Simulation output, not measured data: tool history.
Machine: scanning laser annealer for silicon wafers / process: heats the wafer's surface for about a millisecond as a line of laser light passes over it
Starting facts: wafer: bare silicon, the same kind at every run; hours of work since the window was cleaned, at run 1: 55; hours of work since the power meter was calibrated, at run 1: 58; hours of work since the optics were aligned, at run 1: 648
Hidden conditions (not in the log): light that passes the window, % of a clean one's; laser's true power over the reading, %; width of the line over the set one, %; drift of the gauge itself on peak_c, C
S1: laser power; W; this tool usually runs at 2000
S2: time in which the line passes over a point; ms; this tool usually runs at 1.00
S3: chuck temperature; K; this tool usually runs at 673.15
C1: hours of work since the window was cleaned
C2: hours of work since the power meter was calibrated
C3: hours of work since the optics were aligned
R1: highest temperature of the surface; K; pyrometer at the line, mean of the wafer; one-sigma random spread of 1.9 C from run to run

run     day    S1    S2      S3   C1   C2   C3       R1
  1   0.000  2000  1.00  673.15   55   58  648  1485.15
  2   0.971  1784  1.00  673.15   66   68  659  1380.15
  3   1.725  2000  1.00  673.15   74   77  667  1480.15
  4   2.425  2000  1.00  677.15   82   84  675  1486.15
  5   3.112  2000  1.00  653.15   89   92  682  1461.15
  6   4.038  2063  1.00  673.15   99  102  692  1510.15
  7   4.708  2063  1.00  673.15  107  109  700  1510.15
      4.975  -- optics aligned, line set to its width
  8   5.733  2063  1.15  673.15  116  118    8  1575.15
  9   6.742  2000  0.80  673.15  127  129   19  1371.15
 10   7.612  2000  0.80  673.15  136  139   29  1374.15
 11   8.421  2000  0.80  673.15  145  148   38  1372.15
 12   9.038  2000  0.80  673.15  152  154   44  1372.15
      9.900  -- optics aligned, line set to its width, once more
 13   9.900  2036  0.75  636.15  159  161    0  1333.15
 14  10.608  2000  0.87  673.15  167  169    8  1413.15
 15  11.821  2097  0.87  646.15  180  182   21  1429.15
 16  12.446  2097  0.87  646.15  187  189   28  1429.15
 17  13.308  2044  1.11  673.15  196  199   37  1545.15

Each row is a separate what-if for the run after 17, all from the same tool condition, not one after another. Results?
  A  13.808  2023  1.11  673.15  202  204  43   ?
  B  13.808  2044  1.11  695.15  202  204  43   ?
  C  13.808  2051  1.05  666.15  202  204  43   ?
  D  13.808  2000  1.16  673.15  202  204  43   ?
  E  13.808  2012  0.97  707.15  202  204  43   ?

run       R1
  A  1535.15
  B  1570.15
  C  1515.15
  D  1543.15
  E  1502.15
With the hidden condition removed and each run's random variation left untouched, the same runs would have given:
run       R1
  A  1561.15
  B  1596.15
  C  1541.15
  D  1569.15
  E  1526.15

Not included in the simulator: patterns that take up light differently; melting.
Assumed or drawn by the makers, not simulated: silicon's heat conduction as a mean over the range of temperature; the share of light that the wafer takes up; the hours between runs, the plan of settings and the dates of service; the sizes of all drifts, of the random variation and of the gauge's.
